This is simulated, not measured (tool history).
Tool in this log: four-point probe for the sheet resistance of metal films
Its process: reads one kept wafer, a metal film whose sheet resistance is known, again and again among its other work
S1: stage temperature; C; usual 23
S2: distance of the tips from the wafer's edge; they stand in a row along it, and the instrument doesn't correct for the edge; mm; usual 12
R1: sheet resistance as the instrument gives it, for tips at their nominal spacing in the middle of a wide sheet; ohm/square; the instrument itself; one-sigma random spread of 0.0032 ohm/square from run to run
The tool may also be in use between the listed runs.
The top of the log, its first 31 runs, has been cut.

run    hour  S1  S2         R1
 32  1194.4  19   7  16.410616
 33    1236  26  37  16.058094
 34  1287.4  26  37  16.052884
 35  1317.1  26  37   16.05616
 36  1365.5  35   5  16.481187
 37    1390  23  20  16.117619
 38  1417.9  31  28    16.0115
 39  1447.9  31  28  16.007359
 40  1484.9  35  29  15.965702
 41  1510.9  35  29  15.963285

What if the next run were any one of these 4? Each begins from the tool's condition after run 41:
  A  1545.5  33  42   ?
  B  1545.5  35   8   ?
  C  1545.5  35  10   ?
  D  1545.5  28  12   ?

run         R1
  A   15.97959
  B  16.165636
  C  16.089872
  D  16.126246
What these runs would have given with no unlogged condition in the tool:
run         R1
  A   15.83864
  B  16.023135
  C  15.947982
  D  15.984228
